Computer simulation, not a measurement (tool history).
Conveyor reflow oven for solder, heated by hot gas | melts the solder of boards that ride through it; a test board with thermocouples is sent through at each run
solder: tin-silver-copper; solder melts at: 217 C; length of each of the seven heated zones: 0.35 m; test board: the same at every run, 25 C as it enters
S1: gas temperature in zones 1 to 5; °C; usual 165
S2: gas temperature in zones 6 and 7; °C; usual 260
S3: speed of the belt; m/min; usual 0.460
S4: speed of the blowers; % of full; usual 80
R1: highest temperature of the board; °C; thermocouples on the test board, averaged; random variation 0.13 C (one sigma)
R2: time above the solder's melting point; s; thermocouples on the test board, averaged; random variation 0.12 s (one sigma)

{"run": 1, "hour": 0.0, "S1": 165, "S2": 260, "S3": 0.46, "S4": 80, "R1": 246.9, "R2": 61.2}
{"run": 2, "hour": 36.9, "S1": 165, "S2": 260, "S3": 0.46, "S4": 80, "R1": 246.8, "R2": 61.2}
{"run": 3, "hour": 59.1, "S1": 165, "S2": 260, "S3": 0.46, "S4": 80, "R1": 246.7, "R2": 61.0}
{"run": 4, "hour": 77.0, "S1": 165, "S2": 260, "S3": 0.46, "S4": 80, "R1": 246.9, "R2": 61.3}
{"run": 5, "hour": 95.1, "S1": 165, "S2": 260, "S3": 0.46, "S4": 80, "R1": 247.0, "R2": 61.2}
{"run": 6, "hour": 125.2, "S1": 165, "S2": 260, "S3": 0.46, "S4": 80, "R1": 246.8, "R2": 61.1}
{"run": 7, "hour": 157.1, "S1": 165, "S2": 260, "S3": 0.46, "S4": 80, "R1": 246.7, "R2": 61.1}
{"run": 8, "hour": 187.2, "S1": 165, "S2": 260, "S3": 0.46, "S4": 80, "R1": 246.7, "R2": 61.2}
{"run": 9, "hour": 213.9, "S1": 165, "S2": 260, "S3": 0.46, "S4": 80, "R1": 246.7, "R2": 61.3}
{"run": 10, "hour": 234.2, "S1": 165, "S2": 260, "S3": 0.46, "S4": 80, "R1": 246.7, "R2": 61.2}
{"run": 11, "hour": 262.2, "S1": 165, "S2": 260, "S3": 0.46, "S4": 80, "R1": 247.0, "R2": 61.3}
{"run": 12, "hour": 286.6, "S1": 165, "S2": 260, "S3": 0.46, "S4": 80, "R1": 247.0, "R2": 61.1}
{"run": 13, "hour": 313.5, "S1": 165, "S2": 260, "S3": 0.46, "S4": 80, "R1": 246.7, "R2": 61.0}
{"run": 14, "hour": 350.0, "S1": 165, "S2": 260, "S3": 0.46, "S4": 80, "R1": 246.8, "R2": 61.2}
{"run": 15, "hour": 374.0, "S1": 170, "S2": 260, "S3": 0.413, "S4": 80, "R1": 250.5, "R2": 75.6}
{"run": 16, "hour": 398.3, "S1": 171, "S2": 272, "S3": 0.407, "S4": 78, "R1": 261.9, "R2": 86.6}
{"run": 17, "hour": 421.1, "S1": 158, "S2": 260, "S3": 0.406, "S4": 80, "R1": 249.6, "R2": 71.0}
{"run": 18, "hour": 451.3, "S1": 158, "S2": 260, "S3": 0.406, "S4": 80, "R1": 249.5, "R2": 71.0}
{"run": 19, "hour": 470.6, "S1": 175, "S2": 260, "S3": 0.46, "S4": 80, "R1": 248.4, "R2": 66.7}
{"run": 20, "hour": 492.3, "S1": 175, "S2": 263, "S3": 0.46, "S4": 80, "R1": 251.6, "R2": 69.0}
{"run": 21, "hour": 519.4, "S1": 176, "S2": 269, "S3": 0.399, "S4": 75, "R1": 259.7, "R2": 89.0}
{"run": 22, "hour": 538.7, "S1": 176, "S2": 269, "S3": 0.399, "S4": 75, "R1": 260.2, "R2": 88.8}
{"run": 23, "hour": 571.9, "S1": 165, "S2": 257, "S3": 0.46, "S4": 52, "R1": 239.3, "R2": 50.2}
{"run": 24, "hour": 596.6, "S1": 162, "S2": 261, "S3": 0.479, "S4": 51, "R1": 240.6, "R2": 47.8}
{"run": 25, "hour": 614.7, "S1": 171, "S2": 261, "S3": 0.479, "S4": 79, "R1": 247.4, "R2": 61.0}
{"run": 26, "hour": 640.5, "S1": 171, "S2": 261, "S3": 0.479, "S4": 79, "R1": 247.6, "R2": 61.2}
{"run": 27, "hour": 670.0, "S1": 165, "S2": 260, "S3": 0.498, "S4": 51, "R1": 238.7, "R2": 44.4}
{"run": 28, "hour": 695.9, "S1": 165, "S2": 260, "S3": 0.46, "S4": 54, "R1": 242.7, "R2": 54.4}

Some steps in R2 between neighbouring runs. How much of each would the tool show without its hidden state too (settings, what came in, random variation), and how much is left for the hidden state, with any gauge scatter that isn't in both results?
The hidden state here: heat that the gas passes to the board, % of a clean oven's; belt's true speed, % of the reading; true gas temperature in zones 6 and 7 over the reading, C; drift of the gauge itself on peak_c, C; drift of the gauge itself on liquid_s, %.
Run 16 -> 17: S1 171 -> 158, S2 272 -> 260, S3 0.407 -> 0.406, S4 78 -> 80. R2 -15.6 s: hidden state -0.4, all else -15.2.
Run 20 -> 21: S1 175 -> 176, S2 263 -> 269, S3 0.460 -> 0.399, S4 80 -> 75. R2 +20.0 s: hidden state +0.3, all else +19.7.
Run 22 -> 23: S1 176 -> 165, S2 269 -> 257, S3 0.399 -> 0.460, S4 75 -> 52. R2 -38.6 s: hidden state -0.3, all else -38.3.
